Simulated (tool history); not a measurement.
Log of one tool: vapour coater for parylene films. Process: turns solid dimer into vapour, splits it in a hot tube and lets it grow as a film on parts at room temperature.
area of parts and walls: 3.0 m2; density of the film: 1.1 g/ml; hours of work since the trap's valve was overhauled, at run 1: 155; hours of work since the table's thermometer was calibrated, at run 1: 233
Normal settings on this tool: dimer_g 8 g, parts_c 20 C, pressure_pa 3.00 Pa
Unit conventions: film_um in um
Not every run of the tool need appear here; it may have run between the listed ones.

run,hour,dimer_g,parts_c,pressure_pa,hours of work since the trap's valve was overhauled,hours of work since the table's thermometer was calibrated,film_um
1,0.0,8,20,3.00,155,233,1.858
2,51.3,8,20,3.00,178,257,1.864
3,78.9,8,17,3.00,191,269,2.083
4,103.8,8,17,3.00,202,281,2.088
5,152.2,8,17,3.00,224,303,2.071
6,190.7,8,17,3.00,242,320,2.080
7,214.4,8,20,2.25,253,331,1.877
8,254.5,8,20,4.13,271,350,1.809
9,303.8,8,21,3.00,293,372,1.770
10,328.9,8,21,3.00,305,383,1.762
11,380.0,8,17,3.00,328,407,2.065
12,417.2,8,17,3.00,345,424,2.057
13,454.4,8,17,3.00,362,441,2.051
14,501.2,8,17,3.00,383,462,2.045
15,550.8,8,20,3.00,406,485,1.815
# hour 555.0: table's thermometer calibrated
16,576.0,8,20,3.00,417,10,1.824
# hour 615.9: trap's valve overhauled
17,616.1,8,20,3.00,0,26,1.943
18,656.3,4,20,3.00,18,44,0.966
19,697.5,4,20,3.00,37,63,0.978
20,730.8,4,20,3.00,52,78,0.970
21,767.7,4,20,3.00,69,95,0.970
22,791.3,4,20,3.00,80,106,0.964
23,832.4,8,20,5.79,99,125,1.840
# hour 852.5: table's thermometer calibrated, once more
24,874.2,8,20,5.79,117,10,1.814
25,896.0,11,23,10.39,127,20,2.151
26,937.3,4,20,4.10,146,39,0.922
27,972.1,8,20,4.97,162,55,1.820
28,994.0,8,16,7.92,172,64,2.054
29,1016.4,8,16,7.92,182,75,2.056
30,1039.9,3,14,3.55,193,85,0.864
31,1092.6,3,13,3.55,217,109,0.867
32,1129.7,13,31,9.31,234,126,1.859
33,1158.8,6,22,3.00,247,140,1.286
34,1194.6,8,19,3.00,263,156,1.926
35,1234.3,4,20,8.74,282,174,0.872
36,1261.1,8,17,9.83,294,186,1.935
37,1310.8,7,21,4.18,316,209,1.521
38,1348.1,14,21,7.14,333,226,2.949
39,1372.1,14,26,7.14,344,237,2.427
40,1424.0,4,20,9.22,368,261,0.854
41,1471.6,4,21,9.22,390,282,0.821
42,1519.0,8,17,5.30,411,304,1.983
43,1542.5,8,20,3.00,422,315,1.834
# hour 1572.2: trap's valve overhauled
44,1582.5,3,32,5.15,5,331,0.436

Alternative continuations, all from the tool just after run 44; predict every row:
A,1622.8,10,20,9.47,23,349,?
B,1622.8,9,30,7.66,23,349,?
C,1622.8,9,20,3.00,23,349,?
D,1622.8,3,30,5.15,23,349,?
E,1622.8,8,20,2.79,23,349,?

run,film_um
A,2.230
B,1.394
C,2.164
D,0.479
E,1.938
What these runs would have given with no unlogged condition in the tool:
run,film_um
A,2.217
B,1.386
C,2.152
D,0.477
E,1.927
